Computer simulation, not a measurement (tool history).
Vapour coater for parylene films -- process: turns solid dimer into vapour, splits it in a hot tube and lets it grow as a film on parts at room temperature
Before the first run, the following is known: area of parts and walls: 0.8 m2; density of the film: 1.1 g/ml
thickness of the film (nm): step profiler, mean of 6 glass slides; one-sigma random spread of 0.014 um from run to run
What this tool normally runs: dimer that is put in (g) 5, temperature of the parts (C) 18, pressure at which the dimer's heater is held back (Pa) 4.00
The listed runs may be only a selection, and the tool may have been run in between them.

run,hour,dimer that is put in (g),temperature of the parts (C),pressure at which the dimer's heater is held back (Pa),thickness of the film (nm)
1,0.0,5,18,4.00,3370
2,28.5,5,18,4.00,3330
3,58.9,5,18,2.83,3490
4,85.4,5,18,2.83,3460
5,106.1,7,18,4.00,4670
6,122.0,5,18,4.00,3310
7,135.7,5,18,4.00,3310
8,166.5,5,18,4.00,3300
9,181.2,5,18,4.00,3290
10,204.3,5,18,3.59,3330
11,220.0,5,18,4.00,3270
12,237.4,5,18,4.00,3270
13,261.7,3,18,4.00,1960
14,289.4,3,18,4.00,1980
# hour 313.9: gauge calibrated
15,319.4,3,18,4.00,2010
16,344.1,5,18,4.00,3340
17,362.7,5,18,4.00,3310
# hour 381.7: trap's valve overhauled
18,382.2,5,16,4.00,3590
19,402.3,5,16,4.00,3560
20,422.8,5,16,4.00,3580
21,453.3,5,18,9.17,3000
22,469.8,5,18,9.17,2990
23,485.7,5,18,4.00,3320
24,514.3,5,18,4.00,3290
25,539.9,5,16,5.22,3440
26,554.7,4,27,6.64,1840
27,569.6,3,29,6.64,1270
28,586.9,9,29,6.64,3860
29,603.0,9,17,5.65,5820
30,618.3,9,11,6.48,7030
31,646.5,3,22,8.90,1560
32,665.4,6,12,4.36,4750
33,690.2,3,10,3.14,2660
34,703.1,3,10,3.14,2640
35,733.8,3,10,3.14,2640
36,754.3,3,10,3.14,2640
37,783.3,6,20,9.39,3270
38,808.7,6,20,9.39,3250
39,822.7,6,20,9.39,3240
40,851.2,5,11,2.04,4430
# hour 870.0: gauge calibrated
41,870.0,5,11,2.04,4640
42,893.5,5,11,3.73,4250
43,915.9,5,11,3.73,4230
44,936.7,5,24,4.00,2700
45,964.1,5,24,11.21,2380
46,985.0,5,18,9.92,2970
47,1000.8,5,11,4.39,4160

Alternative continuations, all from the tool just after run 47; predict every row:
A,1026.0,4,11,2.59,?
B,1026.0,6,18,3.85,?
C,1026.0,5,18,4.39,?
D,1026.0,5,10,4.39,?

run,thickness of the film (nm)
A,3500
B,3980
C,3260
D,4260
Had the tool no hidden state, the same runs would have come out as:
run,thickness of the film (nm)
A,3550
B,4030
C,3300
D,4310
